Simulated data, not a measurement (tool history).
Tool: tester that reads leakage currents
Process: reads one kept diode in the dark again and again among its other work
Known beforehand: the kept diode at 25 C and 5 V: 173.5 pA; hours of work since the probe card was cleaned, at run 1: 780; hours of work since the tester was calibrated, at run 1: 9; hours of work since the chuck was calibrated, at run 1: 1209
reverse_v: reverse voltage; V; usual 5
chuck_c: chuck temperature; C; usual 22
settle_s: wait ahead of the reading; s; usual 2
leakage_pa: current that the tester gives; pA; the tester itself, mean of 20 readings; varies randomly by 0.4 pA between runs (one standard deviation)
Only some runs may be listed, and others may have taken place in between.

run	hour	reverse_v	chuck_c	settle_s	hours of work since the probe card was cleaned	hours of work since the tester was calibrated	hours of work since the chuck was calibrated	leakage_pa
1	0	5	22	2	780	9	1209	148.12
2	79.2	5	22	0.36	830	59	1258	151.97
3	146.2	5	22	1.21	872	101	1301	150.23
4	211.7	5	22	2	914	143	1342	150.37
5	308.4	5	22	2	974	203	1403	150.68
6	399.5	5.18	22	2	1032	261	1460	155.5
7	478.2	5.18	22	2	1081	310	1510	155.13
8	532.1	5	23	2	1115	344	1543	166.95
9	622.9	5	23	2	1172	401	1601	168.41
10	668.1	9.54	23	2	1201	430	1629	236.35
11	768.9	9.54	23	2	1264	493	1693	237.06
12	867.4	4.12	22	2	1326	555	1755	140.51
13	930.4	2.5	28	0.62	1366	595	1794	187.69
14	1015.4	5.8	22	2	1419	649	1848	170.64
15	1078.7	1.18	29	1.97	1459	688	1888	140.16
16	1176.3	1.18	29	1.97	1521	750	1949	141.64
17	1229.5	2.49	26	1.97	1554	783	1983	159.57
18	1295.4	2.49	26	1.97	1596	825	2024	159.89
19	1394	2.49	26	6.15	1658	887	2086	160.21
20	1495.7	2.49	26	6.15	1722	951	2150	161.59
21	1581.9	12.08	26	6.44	1776	1005	2204	365.03
22	1673.2	12.08	26	6.44	1834	1063	2262	368.51
23	1722.5	12.08	26	6.44	1865	1094	2293	368.3
# hour 1791.4: chuck's temperature calibrated
24	1808.7	3	23	2.42	1918	1147	11	114.88

Measured result minus the same run's result without the hidden state. Both carry the same run-to-run variation, though not necessarily the same gauge scatter:
The hidden state here: stray current of the dirty probe card, pA a volt; current scale over the true one, %; true chuck temperature over the reading, C; drift of the gauge itself on leakage_pa, %.
run	leakage_pa
1	+15.84
2	+16.53
3	+17.2
4	+17.77
5	+18.58
6	+19.92
7	+20.51
8	+22.18
9	+23.16
10	+34.36
11	+35.76
12	+21.2
13	+26.18
14	+27.54
15	+20.08
16	+20.88
17	+25.13
18	+25.7
19	+26.56
20	+27.54
21	+68.43
22	+70.66
23	+71.5
24	+2.88
